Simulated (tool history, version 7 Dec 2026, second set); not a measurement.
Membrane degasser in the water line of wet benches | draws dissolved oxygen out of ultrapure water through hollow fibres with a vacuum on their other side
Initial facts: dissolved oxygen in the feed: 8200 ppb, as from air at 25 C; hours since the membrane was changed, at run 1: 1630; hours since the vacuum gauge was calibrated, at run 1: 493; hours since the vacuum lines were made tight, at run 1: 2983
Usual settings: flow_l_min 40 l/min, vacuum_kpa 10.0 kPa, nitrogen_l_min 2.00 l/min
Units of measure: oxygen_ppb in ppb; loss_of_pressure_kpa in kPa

run	hour	flow_l_min	vacuum_kpa	nitrogen_l_min	hours since the membrane was changed	hours since the vacuum gauge was calibrated	hours since the vacuum lines were made tight	oxygen_ppb	loss_of_pressure_kpa
1	0.0	40	10.0	2.00	1630	493	2983	432.2	65.98
2	55.2	40	10.0	2.00	1685	548	3038	422.7	65.97
3	98.0	40	10.0	3.11	1728	591	3081	330.8	66.17
4	167.7	40	10.0	3.11	1797	661	3150	338.5	66.48
5	228.7	40	10.0	3.11	1858	722	3211	336.4	66.50
6	282.7	40	10.0	2.00	1912	776	3265	428.5	65.68
7	349.4	24	16.6	2.46	1979	843	3332	313.0	39.85
8	397.4	40	16.0	4.15	2027	891	3380	417.7	66.48
9	438.9	50	9.0	3.50	2069	932	3422	465.8	82.79
10	506.3	25	12.2	1.61	2136	999	3489	323.6	41.43
11	553.3	32	10.0	2.00	2183	1046	3536	307.5	53.03

Consider 5 possible next runs. They are alternatives, not a sequence: every one starts from the tool as it was left by run 11. What does each give?
A	589.4	40	7.4	0.93	2219	1082	3572	?	?
B	589.4	32	8.6	2.00	2219	1082	3572	?	?
C	589.4	32	8.5	2.00	2219	1082	3572	?	?
D	589.4	40	15.4	4.04	2219	1082	3572	?	?
E	589.4	54	10.0	2.00	2219	1082	3572	?	?

run	oxygen_ppb	loss_of_pressure_kpa
A	475.7	66.20
B	253.2	52.90
C	249.7	53.26
D	415.1	66.75
E	728.8	89.16
Without the tool's hidden state the same runs would have given:
run	oxygen_ppb	loss_of_pressure_kpa
A	465.9	65.26
B	246.7	52.15
C	243.2	52.50
D	404.5	65.80
E	711.2	87.89

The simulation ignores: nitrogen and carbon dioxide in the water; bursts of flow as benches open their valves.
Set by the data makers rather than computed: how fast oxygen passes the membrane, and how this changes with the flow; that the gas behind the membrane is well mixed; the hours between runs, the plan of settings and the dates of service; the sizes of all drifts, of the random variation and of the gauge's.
